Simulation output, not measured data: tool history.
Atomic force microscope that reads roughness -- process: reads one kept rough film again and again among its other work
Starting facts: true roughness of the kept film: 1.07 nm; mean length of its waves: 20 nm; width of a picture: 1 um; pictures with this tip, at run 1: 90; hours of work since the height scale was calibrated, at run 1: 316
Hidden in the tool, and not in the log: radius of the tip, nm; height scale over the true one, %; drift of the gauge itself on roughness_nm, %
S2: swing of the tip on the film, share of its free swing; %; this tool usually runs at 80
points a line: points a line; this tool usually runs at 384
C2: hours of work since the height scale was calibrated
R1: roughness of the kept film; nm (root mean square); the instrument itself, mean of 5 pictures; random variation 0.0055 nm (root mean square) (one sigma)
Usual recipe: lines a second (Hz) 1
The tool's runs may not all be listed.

{"run": 1, "hour": 0.0, "lines a second (Hz)": 1, "S2": 80, "points a line": 384, "pictures with this tip": 90, "C2": 316, "R1": 0.845}
{"run": 2, "hour": 16.0, "lines a second (Hz)": 1.14, "S2": 80, "points a line": 384, "pictures with this tip": 123, "C2": 328, "R1": 0.814}
{"run": 3, "hour": 33.2, "lines a second (Hz)": 1.14, "S2": 80, "points a line": 384, "pictures with this tip": 159, "C2": 341, "R1": 0.773}
{"run": 4, "hour": 44.3, "lines a second (Hz)": 1, "S2": 59, "points a line": 384, "pictures with this tip": 182, "C2": 349, "R1": 0.787}
{"hour": 52.2, "done": "new tip fitted"}
{"run": 5, "hour": 67.0, "lines a second (Hz)": 1, "S2": 59, "points a line": 384, "pictures with this tip": 31, "C2": 365, "R1": 0.925}
{"run": 6, "hour": 82.5, "lines a second (Hz)": 1, "S2": 59, "points a line": 787, "pictures with this tip": 63, "C2": 377, "R1": 0.903}
{"run": 7, "hour": 93.9, "lines a second (Hz)": 1, "S2": 59, "points a line": 787, "pictures with this tip": 87, "C2": 385, "R1": 0.883}
{"run": 8, "hour": 114.2, "lines a second (Hz)": 1, "S2": 59, "points a line": 302, "pictures with this tip": 129, "C2": 400, "R1": 0.828}
{"run": 9, "hour": 129.1, "lines a second (Hz)": 1, "S2": 59, "points a line": 302, "pictures with this tip": 161, "C2": 411, "R1": 0.798}
{"run": 10, "hour": 141.2, "lines a second (Hz)": 1, "S2": 59, "points a line": 302, "pictures with this tip": 186, "C2": 420, "R1": 0.774}
{"hour": 147.4, "done": "new tip fitted"}
{"run": 11, "hour": 155.4, "lines a second (Hz)": 1, "S2": 59, "points a line": 302, "pictures with this tip": 17, "C2": 430, "R1": 0.926}
{"run": 12, "hour": 169.1, "lines a second (Hz)": 1, "S2": 59, "points a line": 349, "pictures with this tip": 45, "C2": 440, "R1": 0.904}
{"run": 13, "hour": 190.0, "lines a second (Hz)": 1, "S2": 59, "points a line": 349, "pictures with this tip": 89, "C2": 456, "R1": 0.867}
{"run": 14, "hour": 211.3, "lines a second (Hz)": 1, "S2": 59, "points a line": 349, "pictures with this tip": 134, "C2": 471, "R1": 0.823}
{"run": 15, "hour": 229.3, "lines a second (Hz)": 2.51, "S2": 78, "points a line": 301, "pictures with this tip": 171, "C2": 485, "R1": 0.73}
{"hour": 242.0, "done": "new tip fitted"}
{"run": 16, "hour": 252.0, "lines a second (Hz)": 3.5, "S2": 82, "points a line": 472, "pictures with this tip": 21, "C2": 501, "R1": 0.834}
{"run": 17, "hour": 262.9, "lines a second (Hz)": 3.17, "S2": 85, "points a line": 456, "pictures with this tip": 43, "C2": 509, "R1": 0.818}
{"run": 18, "hour": 283.6, "lines a second (Hz)": 3.72, "S2": 80, "points a line": 380, "pictures with this tip": 87, "C2": 524, "R1": 0.778}
{"run": 19, "hour": 298.6, "lines a second (Hz)": 1.05, "S2": 80, "points a line": 384, "pictures with this tip": 118, "C2": 535, "R1": 0.824}
{"run": 20, "hour": 318.9, "lines a second (Hz)": 1, "S2": 66, "points a line": 789, "pictures with this tip": 161, "C2": 550, "R1": 0.814}
{"hour": 336.6, "done": "new tip fitted"}
{"run": 21, "hour": 341.5, "lines a second (Hz)": 1, "S2": 66, "points a line": 789, "pictures with this tip": 10, "C2": 567, "R1": 0.952}
{"run": 22, "hour": 352.0, "lines a second (Hz)": 1, "S2": 65, "points a line": 905, "pictures with this tip": 32, "C2": 574, "R1": 0.934}
{"run": 23, "hour": 367.1, "lines a second (Hz)": 1.09, "S2": 58, "points a line": 756, "pictures with this tip": 64, "C2": 585, "R1": 0.892}
{"run": 24, "hour": 389.5, "lines a second (Hz)": 2.07, "S2": 69, "points a line": 743, "pictures with this tip": 110, "C2": 602, "R1": 0.828}

A few steps of R1 between consecutive runs. Split each: what settings, incoming material and random variation would produce without the hidden state, and what is left over for the hidden state, along with gauge scatter present in only one of the two compared results (measured, and without hidden state):
Run 4 -> 5: new tip fitted. R1 +0.138 nm (root mean square): hidden state +0.141, all else -0.003.
Run 10 -> 11: new tip fitted. R1 +0.152 nm (root mean square): hidden state +0.152, all else +0.
